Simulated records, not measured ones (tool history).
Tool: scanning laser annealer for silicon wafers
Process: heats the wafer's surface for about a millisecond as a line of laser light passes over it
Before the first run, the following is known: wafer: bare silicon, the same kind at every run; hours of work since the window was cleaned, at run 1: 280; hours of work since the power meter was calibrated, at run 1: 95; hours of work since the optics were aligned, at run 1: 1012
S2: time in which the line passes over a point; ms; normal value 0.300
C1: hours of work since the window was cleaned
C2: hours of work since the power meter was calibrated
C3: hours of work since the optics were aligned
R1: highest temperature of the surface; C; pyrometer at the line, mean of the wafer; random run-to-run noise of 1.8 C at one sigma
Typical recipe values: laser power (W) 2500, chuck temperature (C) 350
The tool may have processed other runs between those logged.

Run 1, day 0.000: usual settings; C1 280; C2 95; C3 1012. Result: R1 1075 C.
Run 2, day 1.062: usual settings; C1 291; C2 106; C3 1023. Result: R1 1072 C.
Run 3, day 2.279: usual settings; C1 303; C2 119; C3 1036. Result: R1 1069 C.
Run 4, day 3.200: usual settings; C1 313; C2 128; C3 1046. Result: R1 1072 C.
Run 5, day 4.683: usual settings but laser power (W) 2425; C1 328; C2 144; C3 1061. Result: R1 1046 C.
Run 6, day 5.483: usual settings but laser power (W) 2554; C1 337; C2 152; C3 1069. Result: R1 1092 C.
Run 7, day 6.942: usual settings; C1 352; C2 167; C3 1085. Result: R1 1072 C.
Run 8, day 7.829: usual settings; C1 361; C2 176; C3 1094. Result: R1 1071 C.
Run 9, day 9.275: usual settings but S2 0.240 ms; C1 376; C2 191; C3 1109. Result: R1 991 C.
Run 10, day 11.108: usual settings but S2 0.240 ms; C1 395; C2 211; C3 1128. Result: R1 989 C.
Run 11, day 11.854: usual settings but S2 0.328 ms; C1 403; C2 218; C3 1136. Result: R1 1106 C.
Run 12, day 13.529: usual settings but S2 0.328 ms; C1 421; C2 236; C3 1153. Result: R1 1107 C.
Run 13, day 14.646: usual settings but S2 0.328 ms; C1 432; C2 247; C3 1165. Result: R1 1107 C.
Run 14, day 16.004: usual settings but S2 0.328 ms; C1 446; C2 262; C3 1179. Result: R1 1107 C.
Run 15, day 17.392: usual settings but S2 0.328 ms; C1 461; C2 276; C3 1194. Result: R1 1108 C.
Run 16, day 18.192: usual settings but S2 0.328 ms; C1 469; C2 284; C3 1202. Result: R1 1104 C.
Run 17, day 19.767: usual settings; C1 486; C2 301; C3 1218. Result: R1 1074 C.
Run 18, day 21.162: usual settings; C1 500; C2 315; C3 1233. Result: R1 1070 C.
Run 19, day 22.108: usual settings; C1 510; C2 325; C3 1243. Result: R1 1070 C.
Run 20, day 22.996: usual settings; C1 519; C2 334; C3 1252. Result: R1 1073 C.
Run 21, day 24.133: usual settings but laser power (W) 2364, S2 0.356 ms, chuck temperature (C) 374; C1 531; C2 346; C3 1264. Result: R1 1112 C.
Run 22, day 25.108: usual settings but laser power (W) 2364, S2 0.248 ms, chuck temperature (C) 327; C1 541; C2 356; C3 1274. Result: R1 934 C.
Run 23, day 26.500: usual settings but laser power (W) 2364, S2 0.248 ms, chuck temperature (C) 327; C1 556; C2 371; C3 1289. Result: R1 934 C.
Run 24, day 28.333: usual settings but laser power (W) 2577, S2 0.284 ms, chuck temperature (C) 358; C1 575; C2 390; C3 1308. Result: R1 1087 C.
Run 25, day 29.983: usual settings but laser power (W) 2458, S2 0.265 ms, chuck temperature (C) 358; C1 592; C2 407; C3 1325. Result: R1 1019 C.
Run 26, day 30.992: usual settings but S2 0.358 ms, chuck temperature (C) 364; C1 603; C2 418; C3 1335. Result: R1 1159 C.
Run 27, day 32.125: usual settings but S2 0.284 ms, chuck temperature (C) 380; C1 615; C2 430; C3 1347. Result: R1 1082 C.
Run 28, day 33.625: usual settings but laser power (W) 2575, chuck temperature (C) 361; C1 630; C2 445; C3 1363. Result: R1 1111 C.
Run 29, day 35.217: usual settings but chuck temperature (C) 372; C1 647; C2 462; C3 1379. Result: R1 1097 C.
Run 30, day 36.100: usual settings but laser power (W) 2538, S2 0.213 ms; C1 656; C2 471; C3 1389. Result: R1 962 C.
Run 31, day 37.529: usual settings but laser power (W) 2538, S2 0.213 ms; C1 671; C2 486; C3 1403. Result: R1 958 C.
Run 32, day 38.458: usual settings but laser power (W) 2439, S2 0.343 ms, chuck temperature (C) 324; C1 681; C2 496; C3 1413. Result: R1 1076 C.
At day 39.879: optics aligned, line set to its width.
Run 33, day 40.488: usual settings but laser power (W) 2196, S2 0.235 ms, chuck temperature (C) 313; C1 699; C2 515; C3 6. Result: R1 850 C.
Run 34, day 41.354: usual settings but laser power (W) 2196, S2 0.235 ms, chuck temperature (C) 313; C1 709; C2 524; C3 15. Result: R1 849 C.
Run 35, day 42.754: usual settings but laser power (W) 2196, S2 0.271 ms, chuck temperature (C) 335; C1 723; C2 538; C3 30. Result: R1 915 C.
Run 36, day 44.071: usual settings but laser power (W) 2161, S2 0.212 ms, chuck temperature (C) 335; C1 737; C2 552; C3 44. Result: R1 834 C.
Run 37, day 45.017: usual settings but laser power (W) 2136, S2 0.216 ms, chuck temperature (C) 313; C1 747; C2 562; C3 54. Result: R1 807 C.
Run 38, day 46.846: usual settings but laser power (W) 2334, S2 0.219 ms; C1 766; C2 581; C3 73. Result: R1 909 C.
Run 39, day 48.500: usual settings but laser power (W) 2469, S2 0.219 ms, chuck temperature (C) 310; C1 783; C2 598; C3 90. Result: R1 909 C.
Run 40, day 49.729: usual settings but laser power (W) 2469, S2 0.219 ms, chuck temperature (C) 310; C1 796; C2 611; C3 103. Result: R1 908 C.

For each entry between runs, how does the tool's hidden state at the last listed run before it compare with that at the first listed run after it?
Logged between run 32 and run 33: optics aligned, line set to its width (day 39.879)
  width of the line over the set one, %: 0.06 -> 0.01

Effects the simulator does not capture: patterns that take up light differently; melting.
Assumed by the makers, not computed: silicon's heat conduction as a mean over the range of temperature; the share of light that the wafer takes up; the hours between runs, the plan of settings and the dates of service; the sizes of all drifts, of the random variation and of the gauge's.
